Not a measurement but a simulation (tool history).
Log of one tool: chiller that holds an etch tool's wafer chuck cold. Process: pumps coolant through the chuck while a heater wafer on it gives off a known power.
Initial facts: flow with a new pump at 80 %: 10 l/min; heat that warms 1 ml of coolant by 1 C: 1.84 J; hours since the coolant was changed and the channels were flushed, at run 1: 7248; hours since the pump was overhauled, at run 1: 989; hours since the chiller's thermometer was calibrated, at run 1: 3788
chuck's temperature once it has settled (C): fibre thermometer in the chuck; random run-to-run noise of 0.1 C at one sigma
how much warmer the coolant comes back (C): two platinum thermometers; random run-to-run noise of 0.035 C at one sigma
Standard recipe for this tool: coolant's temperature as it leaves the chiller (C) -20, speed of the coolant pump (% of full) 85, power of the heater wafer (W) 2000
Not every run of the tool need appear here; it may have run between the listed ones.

run   hour  coolant's temperature as it leaves the chiller (C)  speed of the coolant pump (% of full)  power of the heater wafer (W)  hours since the coolant was changed and the channels were flushed  hours since the pump was overhauled  hours since the chiller's thermometer was calibrated  chuck's temperature once it has settled (C)  how much warmer the coolant comes back (C)
  1    0.0                                                 -20                                     85                           2000                                                               7248                                  989                                                  3788                                         -1.4                                        6.13
  2   21.1                                                 -26                                     85                           2000                                                               7270                                 1010                                                  3809                                         -7.6                                        6.14
  3   35.1                                                 -23                                     85                           2000                                                               7284                                 1024                                                  3823                                         -4.2                                        6.08
  4   56.4                                                 -20                                     85                           1089                                                               7305                                 1046                                                  3844                                        -10.0                                        3.32
  5   77.8                                                 -20                                     85                           2000                                                               7326                                 1067                                                  3866                                         -1.4                                        6.05
  6  103.8                                                 -20                                     85                           1109                                                               7352                                 1093                                                  3892                                         -9.7                                        3.39
  7  132.3                                                 -20                                     85                           2000                                                               7381                                 1122                                                  3920                                         -1.4                                        6.03
  8  154.9                                                 -20                                     85                           2000                                                               7403                                 1144                                                  3943                                         -1.6                                        6.03
  9  181.3                                                 -20                                     85                           2000                                                               7430                                 1171                                                  3969                                         -1.4                                        6.08
 10  202.9                                                 -20                                     85                           2000                                                               7451                                 1192                                                  3991                                         -1.3                                        6.06
 11  223.8                                                 -20                                     85                           2000                                                               7472                                 1213                                                  4011                                         -1.3                                        5.99
 12  239.8                                                 -20                                     85                           2000                                                               7488                                 1229                                                  4028                                         -1.3                                        5.98
 13  271.3                                                 -20                                     85                           2000                                                               7520                                 1261                                                  4059                                         -1.3                                        6.06
 14  288.3                                                 -20                                     76                           2000                                                               7537                                 1278                                                  4076                                          0.6                                        6.76
 15  302.7                                                 -20                                     85                           2000                                                               7551                                 1292                                                  4090                                         -1.4                                        6.00
 16  318.3                                                 -20                                     85                           2000                                                               7567                                 1307                                                  4106                                         -1.3                                        5.95
 17  332.1                                                 -20                                     85                           2000                                                               7581                                 1321                                                  4120                                         -1.3                                        5.97
 18  348.0                                                 -20                                     85                           2000                                                               7597                                 1337                                                  4136                                         -1.5                                        6.03
 19  362.1                                                 -20                                     85                           2000                                                               7611                                 1351                                                  4150                                         -1.3                                        6.00
 20  389.1                                                 -21                                     85                           2000                                                               7638                                 1378                                                  4177                                         -2.3                                        5.98
 21  411.8                                                 -29                                     63                           1144                                                               7660                                 1401                                                  4200                                        -15.0                                        4.77
 22  425.9                                                 -22                                     85                           1800                                                               7674                                 1415                                                  4214                                         -5.3                                        5.33
 23  445.5                                                 -17                                     62                           2000                                                               7694                                 1435                                                  4233                                          7.7                                        8.53
 24  464.6                                                 -13                                     62                           1587                                                               7713                                 1454                                                  4252                                          6.5                                        6.76
 25  486.9                                                 -21                                     90                           1107                                                               7735                                 1476                                                  4275                                        -11.1                                        3.02
 26  506.4                                                 -21                                     90                           1107                                                               7755                                 1496                                                  4294                                        -11.1                                        3.02
 27  528.9                                                 -20                                     99                           2000                                                               7777                                 1518                                                  4317                                         -3.6                                        4.96
 28  546.2                                                 -20                                     85                           1988                                                               7795                                 1535                                                  4334                                         -1.4                                        5.84
 29  573.7                                                 -20                                     85                           1988                                                               7822                                 1563                                                  4361                                         -1.4                                        5.90
 30  601.7                                                 -20                                     86                           1473                                                               7850                                 1591                                                  4389                                         -6.4                                        4.25
 31  619.2                                                 -20                                     86                           1473                                                               7868                                 1608                                                  4407                                         -6.6                                        4.32

4 ways to go on from here, each from the tool as it stands after run 31. What would each give?
  A  646.9                                                 -15                                     86                           1233                                                               7895                                 1636                                                  4435                                            ?                                           ?
  B  646.9                                                 -28                                     85                           2000                                                               7895                                 1636                                                  4435                                            ?                                           ?
  C  646.9                                                 -14                                    100                           1473                                                               7895                                 1636                                                  4435                                            ?                                           ?
  D  646.9                                                 -26                                     68                           1358                                                               7895                                 1636                                                  4435                                            ?                                           ?

run  chuck's temperature once it has settled (C)  how much warmer the coolant comes back (C)
  A                                         -3.7                                        3.56
  B                                         -9.4                                        5.85
  C                                         -2.2                                        3.57
  D                                        -10.7                                        5.08
Had the tool no hidden state, the same runs would have come out as:
run  chuck's temperature once it has settled (C)  how much warmer the coolant comes back (C)
  A                                         -3.7                                        3.77
  B                                         -9.4                                        6.06
  C                                         -2.2                                        3.78
  D                                        -10.7                                        5.29
